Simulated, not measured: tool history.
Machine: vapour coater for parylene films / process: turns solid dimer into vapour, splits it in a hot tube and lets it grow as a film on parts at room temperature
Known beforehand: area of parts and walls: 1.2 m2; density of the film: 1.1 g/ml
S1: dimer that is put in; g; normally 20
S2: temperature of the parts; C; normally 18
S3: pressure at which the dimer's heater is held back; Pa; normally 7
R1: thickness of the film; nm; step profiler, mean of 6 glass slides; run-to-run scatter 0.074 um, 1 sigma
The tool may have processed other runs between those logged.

| run | hour | S1 | S2 | S3 | R1 |
|---|---|---|---|---|---|
| 1 | 0 | 20 | 18 | 7 | 11360 |
| 2 | 8.1 | 20 | 18 | 7.08 | 11320 |
| 3 | 21 | 20 | 18 | 7 | 11260 |
| 4 | 28.6 | 19 | 18 | 7 | 10760 |
| 5 | 37.1 | 19 | 18 | 7 | 10900 |
| 6 | 48.1 | 19 | 18 | 7 | 10730 |
| 7 | 60.9 | 20 | 18 | 7 | 11250 |
| 8 | 71.6 | 20 | 18 | 4.29 | 11660 |
| 9 | 81.3 | 20 | 18 | 4.29 | 11730 |
| 10 | 95 | 20 | 18 | 4.29 | 11600 |
| 11 | 106.2 | 20 | 18 | 7 | 11200 |
| 12 | 117.9 | 20 | 18 | 7 | 11170 |
| 13 | 126.4 | 20 | 18 | 7 | 11280 |
| 14 | 136.4 | 20 | 18 | 7 | 11240 |
| 15 | 150.2 | 20 | 18 | 7 | 11210 |
| 16 | 157.9 | 14 | 18 | 6.54 | 7900 |
|  | 175.9 | trap's valve overhauled |
| 17 | 177.8 | 13 | 13 | 7 | 9280 |
| 18 | 186.3 | 21 | 14 | 7.59 | 14310 |
|  | 188.3 | table's thermometer calibrated |
| 19 | 203 | 28 | 24 | 5.04 | 13240 |
| 20 | 218.3 | 20 | 16 | 2.38 | 13550 |
| 21 | 230.7 | 14 | 18 | 2.58 | 8770 |
| 22 | 241.9 | 14 | 13 | 3.09 | 10230 |

Run 23, settings as shown, results not yet in. Your forecast:
| 23 | 255.9 | 16 | 13 | 5.56 | ? |

R1: 11470 nm
Without the tool's hidden state the same run would have given R1 11570 nm.
